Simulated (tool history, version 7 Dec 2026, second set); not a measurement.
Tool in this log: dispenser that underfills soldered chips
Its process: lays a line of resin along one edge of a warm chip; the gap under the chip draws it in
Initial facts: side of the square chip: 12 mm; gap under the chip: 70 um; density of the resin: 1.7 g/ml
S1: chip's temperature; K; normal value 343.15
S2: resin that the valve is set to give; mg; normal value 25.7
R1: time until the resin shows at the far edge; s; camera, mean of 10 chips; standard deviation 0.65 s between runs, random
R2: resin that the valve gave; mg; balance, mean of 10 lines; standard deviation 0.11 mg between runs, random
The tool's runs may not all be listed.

| run | hour | S1 | S2 | R1 | R2 |
|---|---|---|---|---|---|
| 1 | 0.0 | 343.15 | 25.7 | 96.8 | 25.14 |
| 2 | 2.6 | 343.15 | 25.7 | 111.0 | 25.23 |
|  | 6.8 | new syringe of resin |
| 3 | 7.7 | 343.15 | 25.7 | 61.2 | 25.01 |
| 4 | 13.4 | 340.15 | 25.7 | 90.8 | 25.02 |
| 5 | 16.1 | 343.15 | 25.7 | 94.6 | 24.99 |
| 6 | 19.8 | 343.15 | 25.7 | 117.8 | 25.04 |
|  | 22.5 | new syringe of resin |
| 7 | 23.9 | 343.15 | 23.4 | 65.6 | 22.77 |
| 8 | 27.2 | 343.15 | 25.7 | 75.3 | 24.87 |
| 9 | 30.4 | 343.15 | 25.7 | 88.8 | 24.79 |
| 10 | 34.5 | 343.15 | 25.7 | 114.2 | 24.76 |
|  | 38.3 | new syringe of resin |
| 11 | 38.9 | 335.15 | 25.7 | 78.2 | 24.67 |
| 12 | 43.7 | 335.15 | 25.7 | 101.6 | 24.50 |
| 13 | 46.0 | 343.15 | 25.7 | 90.9 | 24.55 |
| 14 | 50.8 | 343.15 | 27.1 | 112.5 | 25.96 |
|  | 54.2 | new syringe of resin |
| 15 | 54.9 | 343.15 | 27.1 | 61.0 | 25.59 |
| 16 | 60.5 | 343.15 | 27.1 | 81.8 | 25.49 |
| 17 | 65.9 | 343.15 | 27.1 | 108.2 | 25.71 |
|  | 70.1 | new syringe of resin |
| 18 | 70.3 | 343.15 | 27.1 | 61.0 | 25.47 |
| 19 | 73.1 | 343.15 | 25.7 | 70.4 | 24.05 |
| 20 | 77.2 | 349.15 | 32.1 | 70.8 | 30.15 |
| 21 | 80.7 | 353.15 | 22.0 | 84.6 | 20.54 |
|  | 85.8 | new syringe of resin |
| 22 | 86.7 | 355.15 | 25.7 | 44.0 | 23.92 |
| 23 | 90.6 | 355.15 | 25.7 | 52.9 | 23.94 |
| 24 | 93.7 | 331.15 | 27.9 | 130.4 | 25.81 |
| 25 | 96.2 | 333.15 | 25.1 | 140.2 | 23.34 |
| 26 | 100.6 | 333.15 | 25.1 | 178.1 | 23.18 |
|  | 101.7 | new syringe of resin |
| 27 | 103.9 | 333.15 | 25.1 | 93.3 | 22.95 |
| 28 | 108.3 | 347.15 | 27.1 | 76.4 | 24.77 |
| 29 | 111.7 | 332.15 | 26.5 | 142.0 | 24.20 |
| 30 | 114.3 | 332.15 | 26.6 | 164.8 | 24.11 |
|  | 117.4 | new syringe of resin |
| 31 | 117.4 | 342.15 | 31.1 | 60.5 | 28.22 |
| 32 | 123.1 | 344.15 | 30.2 | 77.9 | 27.54 |
| 33 | 128.2 | 330.15 | 23.6 | 163.6 | 21.40 |
|  | 133.2 | new syringe of resin |
| 34 | 133.8 | 330.15 | 23.6 | 95.2 | 21.28 |
| 35 | 138.0 | 330.15 | 23.6 | 118.2 | 21.11 |
| 36 | 143.2 | 346.15 | 25.7 | 92.2 | 22.98 |
| 37 | 146.0 | 346.15 | 24.4 | 109.7 | 21.73 |

Below, each run's measurement less what the same run would have read without the hidden state. Both values contain the same run-to-run variation, but the gauge's scatter may not be the same in both:
The tool's hidden condition here consists of: resin's viscosity, % of fresh resin's; dose that the valve gives, % of what is set; true chip temperature over the reading, C; drift of the gauge itself on fill_s, %; drift of the gauge itself on given_mg, %.
| run | R1 | R2 |
|---|---|---|
| 1 | +39.1 | -0.41 |
| 2 | +53.3 | -0.45 |
| 3 | +3.5 | -0.53 |
| 4 | +27.9 | -0.62 |
| 5 | +37.8 | -0.67 |
| 6 | +59.4 | -0.73 |
| 7 | +6.7 | -0.72 |
| 8 | +18.5 | -0.84 |
| 9 | +32.3 | -0.90 |
| 10 | +55.6 | -0.97 |
| 11 | +5.3 | -1.03 |
| 12 | +27.9 | -1.10 |
| 13 | +32.8 | -1.15 |
| 14 | +56.5 | -1.29 |
| 15 | +3.8 | -1.35 |
| 16 | +24.7 | -1.44 |
| 17 | +51.8 | -1.54 |
| 18 | +2.9 | -1.61 |
| 19 | +12.9 | -1.56 |
| 20 | +23.9 | -2.04 |
| 21 | +38.9 | -1.45 |
| 22 | +3.3 | -1.80 |
| 23 | +13.1 | -1.84 |
| 24 | +47.0 | -2.05 |
| 25 | +62.6 | -1.90 |
| 26 | +99.9 | -1.96 |
| 27 | +14.1 | -2.00 |
| 28 | +24.7 | -2.23 |
| 29 | +62.5 | -2.24 |
| 30 | +84.0 | -2.28 |
| 31 | +2.5 | -2.74 |
| 32 | +22.6 | -2.80 |
| 33 | +77.3 | -2.26 |
| 34 | +7.7 | -2.33 |
| 35 | +31.5 | -2.39 |
| 36 | +40.3 | -2.69 |
| 37 | +57.2 | -2.59 |

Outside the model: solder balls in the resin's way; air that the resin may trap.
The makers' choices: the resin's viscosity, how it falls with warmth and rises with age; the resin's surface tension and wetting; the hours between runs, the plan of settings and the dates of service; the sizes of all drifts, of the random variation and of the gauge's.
